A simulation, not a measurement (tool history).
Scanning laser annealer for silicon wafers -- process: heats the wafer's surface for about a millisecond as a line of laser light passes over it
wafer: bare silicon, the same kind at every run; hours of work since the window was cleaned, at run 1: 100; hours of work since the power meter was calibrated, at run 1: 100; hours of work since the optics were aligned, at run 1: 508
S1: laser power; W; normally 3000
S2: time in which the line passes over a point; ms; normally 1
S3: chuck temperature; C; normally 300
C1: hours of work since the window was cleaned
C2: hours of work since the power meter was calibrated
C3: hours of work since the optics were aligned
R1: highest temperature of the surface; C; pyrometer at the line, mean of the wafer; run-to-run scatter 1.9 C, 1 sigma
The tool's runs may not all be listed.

run	hour	S1	S2	S3	C1	C2	C3	R1
1	0	3000	1	300	100	100	508	1122
2	7	3168	1	300	103	103	511	1188
3	15.1	3000	1	300	106	106	514	1124
4	22	3000	1	300	109	109	517	1123
5	35.9	3000	1	300	114	114	522	1122
6	44.7	3000	1	268	118	118	526	1090
7	54.6	3000	1	268	122	122	530	1087
8	68.9	3000	0.74	268	128	128	535	977
9	75.3	3000	0.74	268	130	130	538	980
10	85.7	3000	0.74	268	135	135	542	975
11	96.2	3000	0.74	268	139	139	546	980
12	110.1	3000	0.74	268	144	144	552	975
13	117.1	3000	1	332	147	147	555	1155
14	129.4	3000	1	332	152	152	560	1152
15	140.5	3000	1	332	157	157	564	1150
16	147.1	3000	1	332	159	159	567	1151
17	160.8	3000	0.88	332	165	165	573	1100
18	173.2	2749	0.88	332	170	170	577	1016
19	187.3	2749	0.88	332	175	175	583	1013
20	193.8	3000	1	300	178	178	586	1116
21	205.1	3000	1	300	183	183	590	1117
22	217	3126	1	300	187	187	595	1162
23	230	3126	1	300	193	193	600	1159
24	240.5	2793	1	300	197	197	605	1043
25	253.5	2553	0.76	300	202	202	610	878
# hour 257.7: laser's power meter calibrated
26	263.8	3061	1.02	300	205	2	613	1146
27	269.8	3106	1.02	304	207	5	615	1162
28	282.5	2804	0.83	260	213	10	620	940

What does the tool deliver on the next run?
29	295.3	3008	0.72	300	218	15	625	?

R1: 993 C
The same run, on a tool lacking any hidden state, would have yielded R1 1016 C.

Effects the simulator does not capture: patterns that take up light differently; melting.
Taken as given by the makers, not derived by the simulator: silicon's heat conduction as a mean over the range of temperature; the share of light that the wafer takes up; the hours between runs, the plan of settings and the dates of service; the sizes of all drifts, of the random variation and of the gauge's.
